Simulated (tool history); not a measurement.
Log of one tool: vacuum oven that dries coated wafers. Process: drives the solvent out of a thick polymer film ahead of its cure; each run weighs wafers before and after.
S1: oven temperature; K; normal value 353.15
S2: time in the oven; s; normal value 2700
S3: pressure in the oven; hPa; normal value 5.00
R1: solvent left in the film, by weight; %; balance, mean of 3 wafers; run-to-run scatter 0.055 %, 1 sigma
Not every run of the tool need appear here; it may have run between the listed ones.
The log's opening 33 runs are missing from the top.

{"run": 34, "day": 57.3, "S1": 353.15, "S2": 2880, "S3": 5.0, "R1": 2.03}
{"run": 35, "day": 59.679, "S1": 353.15, "S2": 2880, "S3": 5.0, "R1": 2.09}
{"run": 36, "day": 62.129, "S1": 343.15, "S2": 3360, "S3": 4.32, "R1": 4.3}
{"run": 37, "day": 64.671, "S1": 359.15, "S2": 2700, "S3": 15.1, "R1": 1.72}
{"run": 38, "day": 66.871, "S1": 351.15, "S2": 2100, "S3": 3.37, "R1": 4.02}
{"run": 39, "day": 68.546, "S1": 351.15, "S2": 2100, "S3": 10.54, "R1": 4.24}
{"run": 40, "day": 70.942, "S1": 351.15, "S2": 2160, "S3": 6.76, "R1": 3.97}
{"run": 41, "day": 72.833, "S1": 359.15, "S2": 2580, "S3": 3.61, "R1": 1.28}
{"run": 42, "day": 74.271, "S1": 353.15, "S2": 3780, "S3": 5.0, "R1": 1.32}
{"run": 43, "day": 76.754, "S1": 341.15, "S2": 2040, "S3": 9.81, "R1": 7.5}
{"run": 44, "day": 79.167, "S1": 341.15, "S2": 4620, "S3": 11.62, "R1": 4.01}
{"run": 45, "day": 81.025, "S1": 368.15, "S2": 2040, "S3": 5.0, "R1": 0.75}
{"run": 46, "day": 82.917, "S1": 368.15, "S2": 2040, "S3": 5.0, "R1": 0.72}

Consider 3 possible next runs. They are alternatives, not a sequence: every one starts from the tool as it was left by run 46. What does each give?
{"run": "A", "day": 84.171, "S1": 353.15, "S2": 2160, "S3": 5.0, "R1": "?"}
{"run": "B", "day": 84.171, "S1": 353.15, "S2": 3480, "S3": 5.0, "R1": "?"}
{"run": "C", "day": 84.171, "S1": 352.15, "S2": 2460, "S3": 5.73, "R1": "?"}

run=A R1=3.46
run=B R1=1.63
run=C R1=3.23
Had the tool no hidden state, the same runs would have come out as:
run=A R1=3.22
run=B R1=1.42
run=C R1=3.00
